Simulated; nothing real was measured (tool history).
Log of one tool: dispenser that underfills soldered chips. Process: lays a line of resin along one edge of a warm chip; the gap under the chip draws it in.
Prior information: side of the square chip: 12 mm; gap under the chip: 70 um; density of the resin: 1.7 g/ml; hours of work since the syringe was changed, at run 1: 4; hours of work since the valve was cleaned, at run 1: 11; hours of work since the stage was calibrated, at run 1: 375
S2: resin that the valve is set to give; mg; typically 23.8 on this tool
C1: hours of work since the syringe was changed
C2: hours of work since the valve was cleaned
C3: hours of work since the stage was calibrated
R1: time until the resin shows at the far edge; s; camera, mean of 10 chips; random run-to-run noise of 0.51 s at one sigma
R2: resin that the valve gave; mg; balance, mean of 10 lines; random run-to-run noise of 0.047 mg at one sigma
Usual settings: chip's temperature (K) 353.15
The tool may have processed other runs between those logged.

run 1 hour=0 | chip's_temperature_(K)=353.15 S2=23.8 | C1=4 C2=11 C3=375 | R1=50.1 R2=23.61
-- hour=6.4 new syringe of resin
run 2 hour=8 | chip's_temperature_(K)=352.15 S2=23.8 | C1=1 C2=16 C3=381 | R1=44.1 R2=23.65
run 3 hour=17.4 | chip's_temperature_(K)=353.15 S2=28.2 | C1=8 C2=22 C3=387 | R1=58.5 R2=27.91
-- hour=19 new syringe of resin
-- hour=31.6 new syringe of resin
run 4 hour=31.6 | chip's_temperature_(K)=353.15 S2=28.2 | C1=0 C2=32 C3=397 | R1=38.5 R2=27.9
-- hour=44.3 new syringe of resin
run 5 hour=47.2 | chip's_temperature_(K)=353.15 S2=28.2 | C1=2 C2=42 C3=407 | R1=43.2 R2=27.74
run 6 hour=54.1 | chip's_temperature_(K)=353.15 S2=28.2 | C1=7 C2=47 C3=412 | R1=55.9 R2=27.66
-- hour=57.4 new syringe of resin
run 7 hour=68.8 | chip's_temperature_(K)=353.15 S2=28.2 | C1=8 C2=57 C3=422 | R1=59.6 R2=27.49
-- hour=70.3 new syringe of resin
run 8 hour=81.1 | chip's_temperature_(K)=353.15 S2=20.4 | C1=7 C2=66 C3=430 | R1=63.6 R2=19.84
-- hour=83.3 new syringe of resin
-- hour=95.7 new syringe of resin
run 9 hour=95.7 | chip's_temperature_(K)=353.15 S2=20.4 | C1=0 C2=75 C3=440 | R1=41.1 R2=19.83
-- hour=108.8 new syringe of resin
run 10 hour=112.5 | chip's_temperature_(K)=353.15 S2=20.4 | C1=3 C2=87 C3=452 | R1=47.8 R2=19.71
-- hour=118.5 dispensing valve cleaned and set on the balance
run 11 hour=120.7 | chip's_temperature_(K)=353.15 S2=20.4 | C1=8 C2=2 C3=457 | R1=61.6 R2=20.35
-- hour=122.8 new syringe of resin
run 12 hour=131 | chip's_temperature_(K)=353.15 S2=25.5 | C1=6 C2=9 C3=464 | R1=53.2 R2=25.49
-- hour=136 new syringe of resin
run 13 hour=147.5 | chip's_temperature_(K)=353.15 S2=21.9 | C1=8 C2=20 C3=475 | R1=61.3 R2=21.81
-- hour=148.8 new syringe of resin
-- hour=161.2 new syringe of resin
run 14 hour=161.2 | chip's_temperature_(K)=353.15 S2=21.9 | C1=0 C2=29 C3=484 | R1=39.6 R2=21.74
run 15 hour=169.3 | chip's_temperature_(K)=353.15 S2=21.9 | C1=6 C2=34 C3=490 | R1=55 R2=21.66
-- hour=174.2 new syringe of resin
run 16 hour=180.4 | chip's_temperature_(K)=353.15 S2=21.9 | C1=4 C2=42 C3=497 | R1=50.1 R2=21.62
-- hour=187.4 new syringe of resin
run 17 hour=194.5 | chip's_temperature_(K)=353.15 S2=21.9 | C1=5 C2=51 C3=507 | R1=51.6 R2=21.53

Run 18 comes next. What will it give?
-- hour=200.2 new syringe of resin
run 18 hour=203.7 | chip's_temperature_(K)=353.15 S2=21.9 | C1=2 C2=58 C3=513 | R1=? R2=?

{"run 18": {"R1": 45.4, "R2": 21.36}}
On a tool with no hidden condition, and with the same random variation, this run would have come out at R1 41.9 s, R2 21.81 mg.

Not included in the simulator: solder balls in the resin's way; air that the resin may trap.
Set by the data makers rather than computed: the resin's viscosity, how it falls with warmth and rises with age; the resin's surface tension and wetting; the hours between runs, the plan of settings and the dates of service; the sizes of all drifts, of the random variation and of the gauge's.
